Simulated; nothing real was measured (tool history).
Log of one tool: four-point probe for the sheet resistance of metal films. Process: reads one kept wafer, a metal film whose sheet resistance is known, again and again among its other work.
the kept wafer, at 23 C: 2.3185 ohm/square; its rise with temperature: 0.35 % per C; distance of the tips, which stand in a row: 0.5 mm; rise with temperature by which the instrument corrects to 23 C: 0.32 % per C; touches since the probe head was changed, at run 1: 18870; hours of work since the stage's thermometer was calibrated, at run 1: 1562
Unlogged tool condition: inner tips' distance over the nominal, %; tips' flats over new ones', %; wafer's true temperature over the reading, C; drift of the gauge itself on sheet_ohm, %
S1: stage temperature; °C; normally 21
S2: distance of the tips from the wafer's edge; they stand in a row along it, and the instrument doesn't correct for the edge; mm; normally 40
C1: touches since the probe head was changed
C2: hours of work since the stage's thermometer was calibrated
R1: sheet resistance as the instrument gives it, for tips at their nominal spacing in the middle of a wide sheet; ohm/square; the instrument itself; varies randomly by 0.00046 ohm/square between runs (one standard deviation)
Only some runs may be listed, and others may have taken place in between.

| run | hour | S1 | S2 | C1 | C2 | R1 |
|---|---|---|---|---|---|---|
| 1 | 0.0 | 21 | 40 | 18870 | 1562 | 2.325027 |
| 2 | 34.2 | 27 | 40 | 19936 | 1584 | 2.329571 |
| 3 | 98.5 | 27 | 40 | 21933 | 1623 | 2.328269 |
| 4 | 147.1 | 28 | 40 | 23445 | 1653 | 2.328268 |
| 5 | 216.8 | 28 | 40 | 25616 | 1696 | 2.327442 |
| 6 | 253.3 | 28 | 40 | 26751 | 1718 | 2.327713 |
| 7 | 302.2 | 21 | 14 | 28271 | 1748 | 2.323724 |
| 8 | 357.9 | 20 | 40 | 30004 | 1782 | 2.320626 |
| 9 | 403.6 | 20 | 40 | 31426 | 1810 | 2.320107 |
| 10 | 472.9 | 21 | 40 | 33581 | 1853 | 2.320953 |
| 11 | 503.5 | 21 | 13 | 34533 | 1872 | 2.323066 |
| 12 | 568.0 | 21 | 29 | 36538 | 1911 | 2.320997 |
| 13 | 599.0 | 21 | 29 | 37504 | 1930 | 2.320258 |
| 14 | 651.4 | 21 | 29 | 39135 | 1963 | 2.319179 |
| 15 | 724.1 | 26 | 40 | 41395 | 2007 | 2.323374 |
| 16 | 783.9 | 26 | 40 | 43254 | 2044 | 2.322156 |
|  | 789.7 | stage's thermometer calibrated |
| 17 | 829.9 | 34 | 40 | 44671 | 25 | 2.324199 |
| 18 | 891.1 | 34 | 40 | 46575 | 62 | 2.323857 |
| 19 | 932.4 | 28 | 5 | 47858 | 88 | 2.332115 |
| 20 | 970.9 | 28 | 5 | 49056 | 111 | 2.332285 |
|  | 1013.0 | stage's thermometer calibrated, once more |
| 21 | 1018.7 | 28 | 5 | 50527 | 3 | 2.339688 |
| 22 | 1058.7 | 28 | 5 | 51772 | 28 | 2.339434 |
| 23 | 1106.2 | 28 | 41 | 53251 | 57 | 2.326458 |
| 24 | 1159.9 | 28 | 41 | 54920 | 90 | 2.325708 |
| 25 | 1223.5 | 32 | 10 | 56900 | 129 | 2.330626 |
| 26 | 1270.5 | 19 | 31 | 58362 | 158 | 2.318093 |
| 27 | 1318.7 | 19 | 31 | 59861 | 188 | 2.319725 |

For run 28, what comes out?
| 28 | 1379.8 | 19 | 58 | 61761 | 225 | ? |

{"run 28": {"R1": 2.318009}}
On a tool with no hidden condition, and with the same random variation, this run would have come out at R1 2.315915 ohm/square.
